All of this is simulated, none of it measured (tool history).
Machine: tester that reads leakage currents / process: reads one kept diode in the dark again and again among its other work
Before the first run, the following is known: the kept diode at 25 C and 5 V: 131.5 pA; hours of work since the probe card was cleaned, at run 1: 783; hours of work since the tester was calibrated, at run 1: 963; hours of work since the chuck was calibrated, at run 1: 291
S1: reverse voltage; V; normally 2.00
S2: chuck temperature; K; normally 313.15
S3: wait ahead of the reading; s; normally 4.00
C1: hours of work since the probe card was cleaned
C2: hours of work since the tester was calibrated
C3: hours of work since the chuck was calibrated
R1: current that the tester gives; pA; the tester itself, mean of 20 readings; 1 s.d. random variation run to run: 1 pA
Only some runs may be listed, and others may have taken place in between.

| run | hour | S1 | S2 | S3 | C1 | C2 | C3 | R1 |
|---|---|---|---|---|---|---|---|---|
| 1 | 0.0 | 2.00 | 313.15 | 4.00 | 783 | 963 | 291 | 341.30 |
| 2 | 41.7 | 2.00 | 313.15 | 4.00 | 812 | 993 | 321 | 343.61 |
| 3 | 97.6 | 2.00 | 313.15 | 4.00 | 852 | 1033 | 361 | 343.24 |
| 4 | 140.1 | 2.00 | 313.15 | 4.00 | 883 | 1063 | 391 | 345.14 |
| 5 | 192.9 | 2.00 | 313.15 | 4.00 | 921 | 1101 | 429 | 344.07 |
| 6 | 215.7 | 2.00 | 313.15 | 4.00 | 937 | 1117 | 445 | 344.61 |
| 7 | 242.4 | 2.00 | 303.15 | 4.00 | 956 | 1136 | 464 | 141.35 |
| 8 | 266.1 | 2.00 | 303.15 | 4.00 | 973 | 1153 | 481 | 142.75 |
| 9 | 306.7 | 2.00 | 303.15 | 4.00 | 1002 | 1183 | 510 | 142.40 |
| 10 | 340.7 | 2.00 | 313.15 | 4.00 | 1026 | 1207 | 534 | 347.71 |
| 11 | 394.7 | 2.00 | 313.15 | 4.00 | 1065 | 1245 | 573 | 348.15 |
| 12 | 419.9 | 2.00 | 313.15 | 4.00 | 1083 | 1263 | 591 | 350.71 |
| 13 | 453.5 | 2.00 | 313.15 | 4.00 | 1107 | 1288 | 615 | 350.75 |
| 14 | 500.0 | 2.00 | 313.15 | 4.00 | 1140 | 1321 | 648 | 352.56 |
| 15 | 554.7 | 2.00 | 313.15 | 4.00 | 1179 | 1360 | 688 | 354.24 |
|  | 599.2 | chuck's temperature calibrated |
| 16 | 611.7 | 2.00 | 313.15 | 4.00 | 1219 | 1399 | 9 | 358.36 |
|  | 653.1 | probe card cleaned and baked |
| 17 | 661.8 | 14.20 | 332.15 | 1.26 | 6 | 1433 | 43 | 4383.97 |
| 18 | 690.7 | 1.53 | 332.15 | 6.38 | 27 | 1454 | 63 | 1495.87 |
| 19 | 734.6 | 1.53 | 332.15 | 6.38 | 58 | 1485 | 95 | 1501.59 |
|  | 779.3 | chuck's temperature calibrated, once more |
| 20 | 779.3 | 1.53 | 332.15 | 6.38 | 89 | 1516 | 0 | 1423.43 |
| 21 | 819.6 | 1.53 | 332.15 | 6.38 | 118 | 1544 | 29 | 1423.81 |
| 22 | 850.1 | 7.95 | 317.15 | 6.46 | 139 | 1566 | 51 | 936.91 |
| 23 | 898.5 | 10.75 | 330.15 | 0.70 | 174 | 1601 | 85 | 3134.24 |
| 24 | 928.6 | 10.75 | 330.15 | 0.70 | 196 | 1622 | 107 | 3146.46 |
| 25 | 954.3 | 2.54 | 310.15 | 2.34 | 214 | 1641 | 125 | 295.07 |
| 26 | 1005.1 | 16.75 | 298.15 | 2.34 | 250 | 1677 | 162 | 245.13 |
| 27 | 1057.2 | 16.75 | 298.15 | 2.34 | 288 | 1714 | 199 | 247.16 |

Predict each of these 4 candidate next runs independently; none follows another, all start after run 27:
| A | 1096.3 | 16.75 | 298.15 | 1.15 | 316 | 1742 | 227 | ? |
| B | 1096.3 | 13.17 | 300.15 | 9.06 | 316 | 1742 | 227 | ? |
| C | 1096.3 | 16.75 | 295.15 | 0.47 | 316 | 1742 | 227 | ? |
| D | 1096.3 | 7.10 | 313.15 | 0.96 | 316 | 1742 | 227 | ? |

| run | R1 |
|---|---|
| A | 246.67 |
| B | 265.05 |
| C | 187.18 |
| D | 633.19 |
Without the tool's unlogged condition, the same runs would have read:
| run | R1 |
|---|---|
| A | 235.99 |
| B | 255.07 |
| C | 177.81 |
| D | 617.26 |

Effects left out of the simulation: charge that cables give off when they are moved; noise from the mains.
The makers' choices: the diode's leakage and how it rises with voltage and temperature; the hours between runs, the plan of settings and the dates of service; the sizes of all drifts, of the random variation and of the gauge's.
